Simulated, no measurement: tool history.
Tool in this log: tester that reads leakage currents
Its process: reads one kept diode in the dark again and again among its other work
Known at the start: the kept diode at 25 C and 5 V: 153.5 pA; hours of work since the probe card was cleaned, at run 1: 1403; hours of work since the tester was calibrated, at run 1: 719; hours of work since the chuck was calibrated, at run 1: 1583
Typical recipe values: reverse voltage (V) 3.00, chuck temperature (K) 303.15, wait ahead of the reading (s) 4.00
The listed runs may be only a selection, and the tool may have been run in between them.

run	hour	reverse voltage (V)	chuck temperature (K)	wait ahead of the reading (s)	hours of work since the probe card was cleaned	hours of work since the tester was calibrated	hours of work since the chuck was calibrated	current that the tester gives (pA)
1	0.0	3.00	303.15	4.00	1403	719	1583	178.09
2	33.0	3.00	303.15	4.00	1417	733	1597	177.95
3	71.8	11.02	303.15	4.00	1434	750	1614	372.87
4	107.9	3.00	303.15	4.00	1450	766	1630	176.92
# hour 123.7: chuck's temperature calibrated
5	151.7	3.00	303.15	4.00	1468	784	12	176.89
6	195.1	3.00	317.15	4.00	1487	803	31	553.00
7	246.2	11.19	317.15	4.00	1509	825	53	1178.68
8	290.9	3.00	303.15	1.27	1528	845	73	178.29
9	325.2	3.00	303.15	4.00	1543	859	88	176.96
10	382.0	3.00	303.15	4.00	1568	884	112	177.09
11	415.1	3.00	303.15	4.00	1582	899	127	176.98
12	448.1	3.00	328.15	4.00	1597	913	141	1272.15
13	500.7	3.00	328.15	4.00	1620	936	164	1276.22
14	558.7	3.00	327.15	4.00	1645	961	189	1177.83
15	585.0	3.94	327.15	4.00	1656	973	201	1384.80
16	633.6	3.00	303.15	4.00	1678	994	222	177.51
17	683.1	3.00	301.15	4.00	1699	1015	243	149.33
18	742.5	3.00	303.15	4.00	1725	1041	269	177.15
19	778.7	3.00	303.15	4.00	1741	1057	285	177.62
20	822.7	11.90	303.15	4.00	1760	1076	304	391.60
21	878.9	11.90	303.15	4.00	1784	1100	329	389.20
22	933.8	6.43	295.15	0.41	1808	1124	353	141.60
# hour 989.3: probe card cleaned and baked
23	997.8	1.55	326.15	4.00	4	1151	379	755.96
24	1029.0	5.38	303.15	4.00	17	1165	393	247.66
25	1064.0	3.93	303.15	4.00	33	1180	408	206.02
26	1095.4	1.27	295.15	1.21	46	1193	422	54.47
27	1123.1	1.32	295.15	3.63	58	1205	434	54.96
28	1159.7	3.00	306.15	4.00	74	1221	450	228.11
29	1192.2	2.61	318.15	4.23	88	1236	464	555.14
30	1239.0	1.72	318.15	4.23	109	1256	484	438.10
31	1271.8	3.55	322.15	0.83	123	1270	498	900.47
32	1319.4	7.22	314.15	8.79	144	1291	519	723.34
33	1359.3	7.22	314.15	8.79	161	1308	537	725.26
34	1417.8	7.22	314.15	8.79	187	1334	562	723.85
35	1455.6	7.22	302.15	8.79	203	1350	578	268.62
36	1509.7	7.22	302.15	8.79	227	1374	602	268.67
37	1543.7	7.22	302.15	8.79	241	1389	617	268.61
38	1575.9	7.22	302.15	8.79	255	1403	631	268.22
39	1624.6	7.22	302.15	0.75	277	1424	652	272.09
40	1659.8	11.54	303.15	3.57	292	1439	667	385.25
41	1686.8	11.54	303.15	3.57	304	1451	679	383.92

Across each entry between runs, compare the hidden state at the last listed run before it with the hidden state at the first listed run after it:
Between runs 4 and 5: chuck's temperature calibrated (hour 123.7)
  true chuck temperature over the reading, C: -0.02 -> 0
Between runs 22 and 23: probe card cleaned and baked (hour 989.3)
  stray current of the dirty probe card, pA a volt: 0.029 -> 0.02
